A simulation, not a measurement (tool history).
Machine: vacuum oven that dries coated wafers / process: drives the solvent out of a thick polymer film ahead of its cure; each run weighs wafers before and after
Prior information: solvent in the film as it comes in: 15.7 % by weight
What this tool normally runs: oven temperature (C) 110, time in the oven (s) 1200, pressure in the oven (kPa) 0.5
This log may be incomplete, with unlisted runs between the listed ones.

run 1 hour=0 | oven_temperature_(C)=110 time_in_the_oven_(s)=1200 pressure_in_the_oven_(kPa)=0.5 | solvent_left_in_the_film_(%)=0.96
run 2 hour=75.7 | oven_temperature_(C)=110 time_in_the_oven_(s)=600 pressure_in_the_oven_(kPa)=0.5 | solvent_left_in_the_film_(%)=2.87
-- hour=124.7 oven's thermocouples calibrated
run 3 hour=145.4 | oven_temperature_(C)=110 time_in_the_oven_(s)=1200 pressure_in_the_oven_(kPa)=0.369 | solvent_left_in_the_film_(%)=0.97
run 4 hour=195.7 | oven_temperature_(C)=110 time_in_the_oven_(s)=1200 pressure_in_the_oven_(kPa)=0.369 | solvent_left_in_the_film_(%)=0.9
run 5 hour=292.2 | oven_temperature_(C)=110 time_in_the_oven_(s)=1200 pressure_in_the_oven_(kPa)=0.369 | solvent_left_in_the_film_(%)=0.92
run 6 hour=338.2 | oven_temperature_(C)=110 time_in_the_oven_(s)=1200 pressure_in_the_oven_(kPa)=0.369 | solvent_left_in_the_film_(%)=0.89
run 7 hour=403.2 | oven_temperature_(C)=110 time_in_the_oven_(s)=1200 pressure_in_the_oven_(kPa)=0.369 | solvent_left_in_the_film_(%)=0.84

What does the tool deliver on the next run?
run 8 hour=466.5 | oven_temperature_(C)=110 time_in_the_oven_(s)=1860 pressure_in_the_oven_(kPa)=0.5 | solvent_left_in_the_film_(%)=?

solvent left in the film (%): 0.74
Had the tool carried no hidden state, the very same run would have given solvent left in the film (%) 0.73.

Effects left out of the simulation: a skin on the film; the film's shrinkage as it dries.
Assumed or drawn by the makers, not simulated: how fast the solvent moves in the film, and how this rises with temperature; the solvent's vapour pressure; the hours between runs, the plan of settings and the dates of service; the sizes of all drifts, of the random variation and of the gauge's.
